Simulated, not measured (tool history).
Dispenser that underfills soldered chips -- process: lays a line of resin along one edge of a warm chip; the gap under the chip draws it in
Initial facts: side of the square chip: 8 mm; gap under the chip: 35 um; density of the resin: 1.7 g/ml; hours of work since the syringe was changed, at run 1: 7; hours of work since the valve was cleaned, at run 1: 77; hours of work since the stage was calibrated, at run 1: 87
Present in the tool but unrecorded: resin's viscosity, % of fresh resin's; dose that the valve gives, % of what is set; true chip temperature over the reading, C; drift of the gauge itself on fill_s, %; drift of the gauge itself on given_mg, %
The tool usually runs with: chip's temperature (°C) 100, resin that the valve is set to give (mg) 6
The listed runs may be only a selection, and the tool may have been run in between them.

run	hour	chip's temperature (°C)	resin that the valve is set to give (mg)	hours of work since the syringe was changed	hours of work since the valve was cleaned	hours of work since the stage was calibrated	time until the resin shows at the far edge (s)	resin that the valve gave (mg)
1	0	100	6	7	77	87	208.6	5.84
# hour 7.9: new syringe of resin
2	9.4	100	6	1	83	93	160.4	5.84
# hour 15.7: dispensing valve cleaned and set on the balance
3	19	100	7	6	2	98	198.5	6.99
# hour 27.7: new syringe of resin
4	28.7	100	7	1	8	104	155.2	7.02
5	34.6	100	6	4	11	107	185.6	6.01
6	43.2	100	6	9	17	112	228.6	5.98
# hour 46.8: new syringe of resin
7	54.7	100	6	5	23	119	190.5	5.99
8	63.3	100	6	10	29	124	235.8	5.98
# hour 65.7: new syringe of resin
9	73.8	100	5.73	5	35	131	195.8	5.67
10	81.5	100	5.73	10	40	135	239	5.67
# hour 85.3: new syringe of resin
11	89.9	102	5.73	3	45	140	156.4	5.67
12	100.5	102	5.73	9	51	147	212.4	5.64
# hour 104.6: new syringe of resin
13	109.9	102	7.01	3	57	152	159.4	6.89
14	120.6	105	6	10	63	159	187.6	5.92
# hour 123.6: new syringe of resin
15	130.5	105	6	4	69	165	146.9	5.9
16	137	100	6	8	73	169	222.4	5.89
# hour 142.3: new syringe of resin
17	145.9	100	5.95	2	78	174	169.8	5.83
18	155.5	91	6	8	84	180	332.3	5.85
# hour 159.9: dispensing valve cleaned and set on the balance
# hour 162.2: new syringe of resin
19	163.4	91	5.32	1	2	184	245.7	5.29
20	169	91	5.32	4	5	187	284.1	5.28
21	178	91	7.21	10	11	193	350.9	7.16
# hour 181: new syringe of resin
22	187.6	103	5.75	4	17	198	162.2	5.7
23	195.6	112	6.97	9	21	203	131.9	6.9
# hour 200.3: new syringe of resin
24	207.6	93	7.69	4	29	210	251.9	7.59
# hour 219.8: new syringe of resin
25	219.8	98	6.93	0	36	218	169	6.79
26	228.8	108	6.93	5	41	223	137	6.84
27	235.1	108	6.93	9	45	227	162.4	6.83
# hour 238.7: new syringe of resin
28	246.8	103	6	5	52	234	170.2	5.91
29	253	99	6	9	56	238	238	5.94
# hour 258.1: new syringe of resin
30	262.3	103	6	3	61	243	150.5	5.91
31	269.9	89	5.51	7	66	248	361	5.39
32	276.3	89	5.51	11	70	252	425	5.4
# hour 277.3: new syringe of resin
33	288.5	95	6	7	77	259	263.8	5.83
34	293.6	111	6.42	10	80	262	149.6	6.24
# hour 296.6: new syringe of resin
# hour 304.8: dispensing valve cleaned and set on the balance
35	305.1	111	6.42	5	0	268	122.1	6.4

Some steps in time until the resin shows at the far edge (s) between neighbouring runs. How much of each would the tool show without its hidden state too (settings, what came in, random variation), and how much is left for the hidden state, with any gauge scatter that isn't in both results?
Run 17 -> 18: chip's temperature (°C) 100 -> 91, resin that the valve is set to give (mg) 5.95 -> 6. time until the resin shows at the far edge (s) +162.5: hidden state +84.1, all else +78.4.
Run 18 -> 19: resin that the valve is set to give (mg) 6 -> 5.32, dispensing valve cleaned and set on the balance, new syringe of resin. time until the resin shows at the far edge (s) -86.6: hidden state -89.2, all else +2.6.
Run 21 -> 22: chip's temperature (°C) 91 -> 103, resin that the valve is set to give (mg) 7.21 -> 5.75, new syringe of resin. time until the resin shows at the far edge (s) -188.7: hidden state -96.2, all else -92.5.
Run 30 -> 31: chip's temperature (°C) 103 -> 89, resin that the valve is set to give (mg) 6 -> 5.51. time until the resin shows at the far edge (s) +210.5: hidden state +85.2, all else +125.3.
Run 32 -> 33: chip's temperature (°C) 89 -> 95, resin that the valve is set to give (mg) 5.51 -> 6, new syringe of resin. time until the resin shows at the far edge (s) -161.2: hidden state -94.5, all else -66.7.

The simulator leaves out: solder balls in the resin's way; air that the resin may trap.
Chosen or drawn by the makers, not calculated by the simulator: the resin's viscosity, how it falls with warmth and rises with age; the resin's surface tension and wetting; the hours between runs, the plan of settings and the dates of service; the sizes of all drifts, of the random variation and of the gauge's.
